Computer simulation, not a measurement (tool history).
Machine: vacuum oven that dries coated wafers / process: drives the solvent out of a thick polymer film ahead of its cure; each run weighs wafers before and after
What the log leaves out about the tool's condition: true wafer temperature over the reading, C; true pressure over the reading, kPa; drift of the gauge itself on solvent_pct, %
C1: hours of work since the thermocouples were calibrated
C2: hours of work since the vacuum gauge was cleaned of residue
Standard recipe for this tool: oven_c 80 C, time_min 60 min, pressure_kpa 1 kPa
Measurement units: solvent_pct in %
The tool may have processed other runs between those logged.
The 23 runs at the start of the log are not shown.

run 24 hour=1661.9 | oven_c=80 time_min=86 pressure_kpa=1 | C1=875 C2=251 | solvent_pct=0.89
run 25 hour=1736.7 | oven_c=90 time_min=83 pressure_kpa=1 | C1=925 C2=300 | solvent_pct=0.47
run 26 hour=1791.5 | oven_c=80 time_min=46 pressure_kpa=1 | C1=962 C2=337 | solvent_pct=2.38
run 27 hour=1876.8 | oven_c=80 time_min=66 pressure_kpa=1 | C1=1019 C2=394 | solvent_pct=1.33
run 28 hour=1970.7 | oven_c=66 time_min=66 pressure_kpa=1 | C1=1081 C2=456 | solvent_pct=6.74
run 29 hour=2064.9 | oven_c=80 time_min=60 pressure_kpa=2.61 | C1=1144 C2=519 | solvent_pct=2.64
run 30 hour=2145.1 | oven_c=80 time_min=60 pressure_kpa=2.61 | C1=1198 C2=573 | solvent_pct=2.56
run 31 hour=2226 | oven_c=80 time_min=60 pressure_kpa=2.61 | C1=1251 C2=627 | solvent_pct=2.54
run 32 hour=2272.2 | oven_c=80 time_min=67 pressure_kpa=3.53 | C1=1282 C2=658 | solvent_pct=2.88
run 33 hour=2333.5 | oven_c=80 time_min=67 pressure_kpa=3.53 | C1=1323 C2=698 | solvent_pct=2.95

Run 34 has not been measured yet. What should we expect?
run 34 hour=2393.7 | oven_c=67 time_min=33 pressure_kpa=0.98 | C1=1363 C2=739 | solvent_pct=?

Run 34 gave solvent_pct 10.15 %.
Minus the tool's unlogged condition, the same run would have read solvent_pct 9.39 %.

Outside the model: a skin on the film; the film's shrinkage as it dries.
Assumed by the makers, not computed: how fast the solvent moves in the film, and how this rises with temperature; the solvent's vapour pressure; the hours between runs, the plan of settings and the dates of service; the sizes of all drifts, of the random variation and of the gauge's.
